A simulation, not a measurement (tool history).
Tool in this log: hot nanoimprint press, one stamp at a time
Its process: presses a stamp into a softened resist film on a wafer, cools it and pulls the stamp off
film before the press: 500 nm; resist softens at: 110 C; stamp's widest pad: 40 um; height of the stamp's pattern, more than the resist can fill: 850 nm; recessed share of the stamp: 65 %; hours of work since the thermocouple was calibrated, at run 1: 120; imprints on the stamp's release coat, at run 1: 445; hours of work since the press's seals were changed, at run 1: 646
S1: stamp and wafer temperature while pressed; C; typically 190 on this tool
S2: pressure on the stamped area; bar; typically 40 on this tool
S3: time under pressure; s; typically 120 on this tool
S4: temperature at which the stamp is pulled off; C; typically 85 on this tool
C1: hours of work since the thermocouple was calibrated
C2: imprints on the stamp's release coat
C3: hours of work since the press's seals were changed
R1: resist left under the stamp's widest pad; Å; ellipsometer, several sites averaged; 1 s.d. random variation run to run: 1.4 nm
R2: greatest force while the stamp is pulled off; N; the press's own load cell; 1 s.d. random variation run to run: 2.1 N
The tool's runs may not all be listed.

run 1 hour=0 | S1=190 S2=40 S3=120 S4=85 | C1=120 C2=445 C3=646 | R1=2237 R2=104
run 2 hour=14.9 | S1=190 S2=40 S3=120 S4=85 | C1=132 C2=513 C3=658 | R1=2223 R2=100
run 3 hour=45.1 | S1=190 S2=40 S3=120 S4=85 | C1=155 C2=652 C3=681 | R1=2273 R2=104
run 4 hour=59 | S1=190 S2=40 S3=120 S4=85 | C1=166 C2=716 C3=692 | R1=2258 R2=108
run 5 hour=75.4 | S1=190 S2=40 S3=120 S4=85 | C1=179 C2=791 C3=705 | R1=2238 R2=109
run 6 hour=106.8 | S1=190 S2=40 S3=184 S4=85 | C1=203 C2=935 C3=729 | R1=1890 R2=113
run 7 hour=125.9 | S1=190 S2=40 S3=184 S4=85 | C1=218 C2=1023 C3=744 | R1=1924 R2=112
run 8 hour=140.7 | S1=190 S2=27.9 S3=72 S4=85 | C1=230 C2=1091 C3=755 | R1=3089 R2=115
run 9 hour=166.3 | S1=190 S2=27.9 S3=72 S4=85 | C1=250 C2=1208 C3=775 | R1=3136 R2=115
run 10 hour=198.1 | S1=190 S2=27.9 S3=153 S4=85 | C1=274 C2=1355 C3=800 | R1=2468 R2=121
run 11 hour=221 | S1=182 S2=40 S3=120 S4=85 | C1=292 C2=1460 C3=818 | R1=2965 R2=126
run 12 hour=249.3 | S1=182 S2=40 S3=120 S4=85 | C1=314 C2=1590 C3=840 | R1=2958 R2=130

Expected results for the next run?
run 13 hour=269 | S1=182 S2=40 S3=120 S4=85 | C1=329 C2=1680 C3=855 | R1=? R2=?

{"run 13": {"R1": 2986, "R2": 125}}
With no hidden state in the tool, this same run would have given R1 2809 Å, R2 90 N.
